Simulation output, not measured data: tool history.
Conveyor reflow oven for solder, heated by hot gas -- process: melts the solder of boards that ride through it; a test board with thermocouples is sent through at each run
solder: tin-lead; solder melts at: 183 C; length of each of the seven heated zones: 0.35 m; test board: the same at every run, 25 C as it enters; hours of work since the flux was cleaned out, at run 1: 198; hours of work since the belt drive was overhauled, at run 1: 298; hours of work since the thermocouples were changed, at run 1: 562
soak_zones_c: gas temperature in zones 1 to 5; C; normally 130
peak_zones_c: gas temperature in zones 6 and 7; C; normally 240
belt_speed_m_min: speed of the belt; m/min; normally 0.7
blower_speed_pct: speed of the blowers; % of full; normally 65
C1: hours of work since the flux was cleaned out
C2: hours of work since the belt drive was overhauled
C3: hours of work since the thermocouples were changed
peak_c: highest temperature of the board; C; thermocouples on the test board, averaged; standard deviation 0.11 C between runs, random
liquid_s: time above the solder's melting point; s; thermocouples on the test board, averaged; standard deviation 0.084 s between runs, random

run 1 hour=0 | soak_zones_c=130 peak_zones_c=240 belt_speed_m_min=0.7 blower_speed_pct=65 | C1=198 C2=298 C3=562 | peak_c=217.8 liquid_s=42.95
run 2 hour=54.1 | soak_zones_c=130 peak_zones_c=240 belt_speed_m_min=0.7 blower_speed_pct=65 | C1=220 C2=320 C3=583 | peak_c=218 liquid_s=42.89
run 3 hour=85.3 | soak_zones_c=130 peak_zones_c=240 belt_speed_m_min=0.7 blower_speed_pct=65 | C1=232 C2=333 C3=596 | peak_c=217.5 liquid_s=42.83
run 4 hour=149.4 | soak_zones_c=130 peak_zones_c=229 belt_speed_m_min=0.7 blower_speed_pct=65 | C1=258 C2=358 C3=622 | peak_c=208.6 liquid_s=36.25
run 5 hour=211.5 | soak_zones_c=119 peak_zones_c=240 belt_speed_m_min=0.7 blower_speed_pct=65 | C1=283 C2=383 C3=647 | peak_c=215.1 liquid_s=38.52
run 6 hour=264 | soak_zones_c=119 peak_zones_c=240 belt_speed_m_min=0.7 blower_speed_pct=65 | C1=304 C2=404 C3=668 | peak_c=215.3 liquid_s=38.6
-- hour=286.5 thermocouples of zones 6 and 7 changed
run 7 hour=320.4 | soak_zones_c=119 peak_zones_c=240 belt_speed_m_min=0.7 blower_speed_pct=65 | C1=326 C2=426 C3=14 | peak_c=214.2 liquid_s=38.12
run 8 hour=366.3 | soak_zones_c=119 peak_zones_c=240 belt_speed_m_min=0.7 blower_speed_pct=65 | C1=344 C2=445 C3=32 | peak_c=214.2 liquid_s=38.06
run 9 hour=396.5 | soak_zones_c=130 peak_zones_c=240 belt_speed_m_min=0.7 blower_speed_pct=65 | C1=356 C2=457 C3=44 | peak_c=216.5 liquid_s=42.13
run 10 hour=444.6 | soak_zones_c=130 peak_zones_c=240 belt_speed_m_min=0.7 blower_speed_pct=65 | C1=376 C2=476 C3=63 | peak_c=216.5 liquid_s=42.12
run 11 hour=496.5 | soak_zones_c=130 peak_zones_c=240 belt_speed_m_min=0.7 blower_speed_pct=65 | C1=396 C2=497 C3=84 | peak_c=216.6 liquid_s=42.08
run 12 hour=554.7 | soak_zones_c=130 peak_zones_c=240 belt_speed_m_min=0.7 blower_speed_pct=65 | C1=420 C2=520 C3=108 | peak_c=216.4 liquid_s=42.15
run 13 hour=588.5 | soak_zones_c=130 peak_zones_c=240 belt_speed_m_min=0.7 blower_speed_pct=65 | C1=433 C2=534 C3=121 | peak_c=216.4 liquid_s=41.96
run 14 hour=643 | soak_zones_c=130 peak_zones_c=240 belt_speed_m_min=0.7 blower_speed_pct=65 | C1=455 C2=556 C3=143 | peak_c=216.6 liquid_s=42.02
run 15 hour=704.4 | soak_zones_c=130 peak_zones_c=240 belt_speed_m_min=0.7 blower_speed_pct=65 | C1=480 C2=580 C3=168 | peak_c=216.4 liquid_s=41.98
-- hour=714.3 flux residue cleaned out of gas plates and filters
run 16 hour=767.6 | soak_zones_c=130 peak_zones_c=249 belt_speed_m_min=0.7 blower_speed_pct=65 | C1=21 C2=604 C3=191 | peak_c=222.6 liquid_s=45.81
run 17 hour=828.9 | soak_zones_c=138 peak_zones_c=250 belt_speed_m_min=0.822 blower_speed_pct=82 | C1=46 C2=628 C3=216 | peak_c=222.3 liquid_s=40.54
run 18 hour=898.5 | soak_zones_c=118 peak_zones_c=240 belt_speed_m_min=0.7 blower_speed_pct=72 | C1=74 C2=656 C3=244 | peak_c=213.9 liquid_s=37.85
-- hour=930.8 flux residue cleaned out of gas plates and filters, once more
run 19 hour=963.9 | soak_zones_c=137 peak_zones_c=240 belt_speed_m_min=0.742 blower_speed_pct=54 | C1=13 C2=680 C3=268 | peak_c=214.8 liquid_s=40.18
run 20 hour=1014.7 | soak_zones_c=130 peak_zones_c=231 belt_speed_m_min=0.594 blower_speed_pct=65 | C1=34 C2=701 C3=288 | peak_c=217.2 liquid_s=51.83
run 21 hour=1080.6 | soak_zones_c=130 peak_zones_c=231 belt_speed_m_min=0.829 blower_speed_pct=63 | C1=60 C2=727 C3=315 | peak_c=204.3 liquid_s=26.85
run 22 hour=1145.6 | soak_zones_c=128 peak_zones_c=240 belt_speed_m_min=0.696 blower_speed_pct=80 | C1=86 C2=753 C3=341 | peak_c=222.7 liquid_s=46.57
run 23 hour=1215.2 | soak_zones_c=133 peak_zones_c=250 belt_speed_m_min=0.677 blower_speed_pct=55 | C1=114 C2=781 C3=369 | peak_c=226.3 liquid_s=50.59
run 24 hour=1274.3 | soak_zones_c=133 peak_zones_c=250 belt_speed_m_min=0.677 blower_speed_pct=55 | C1=138 C2=805 C3=393 | peak_c=226 liquid_s=50.6
run 25 hour=1340 | soak_zones_c=133 peak_zones_c=250 belt_speed_m_min=0.677 blower_speed_pct=55 | C1=164 C2=831 C3=419 | peak_c=226 liquid_s=50.61
run 26 hour=1374.5 | soak_zones_c=133 peak_zones_c=250 belt_speed_m_min=0.635 blower_speed_pct=84 | C1=178 C2=845 C3=433 | peak_c=235.8 liquid_s=59.46
run 27 hour=1403.5 | soak_zones_c=121 peak_zones_c=240 belt_speed_m_min=0.701 blower_speed_pct=83 | C1=190 C2=857 C3=444 | peak_c=221.6 liquid_s=44.07
run 28 hour=1435.3 | soak_zones_c=121 peak_zones_c=240 belt_speed_m_min=0.701 blower_speed_pct=83 | C1=203 C2=870 C3=457 | peak_c=221.7 liquid_s=44.24
run 29 hour=1475.4 | soak_zones_c=128 peak_zones_c=243 belt_speed_m_min=0.778 blower_speed_pct=63 | C1=219 C2=886 C3=473 | peak_c=215.7 liquid_s=36.9
run 30 hour=1521 | soak_zones_c=130 peak_zones_c=240 belt_speed_m_min=0.7 blower_speed_pct=65 | C1=237 C2=904 C3=492 | peak_c=218.7 liquid_s=44.1

Branching from run 30: 3 alternative next runs. What would each branch give?
run A hour=1568.6 | soak_zones_c=116 peak_zones_c=240 belt_speed_m_min=0.764 blower_speed_pct=64 | C1=256 C2=923 C3=511 | peak_c=? liquid_s=?
run B hour=1568.6 | soak_zones_c=118 peak_zones_c=240 belt_speed_m_min=0.7 blower_speed_pct=65 | C1=256 C2=923 C3=511 | peak_c=? liquid_s=?
run C hour=1568.6 | soak_zones_c=130 peak_zones_c=240 belt_speed_m_min=0.599 blower_speed_pct=56 | C1=256 C2=923 C3=511 | peak_c=? liquid_s=?

run=A peak_c=211.5 liquid_s=32.33
run=B peak_c=216.1 liquid_s=39.66
run=C peak_c=222.1 liquid_s=54.24
With the hidden condition removed and each run's random variation left untouched, the same runs would have given:
run=A peak_c=210.8 liquid_s=31.1
run=B peak_c=215.3 liquid_s=38.25
run=C peak_c=221.1 liquid_s=52.31
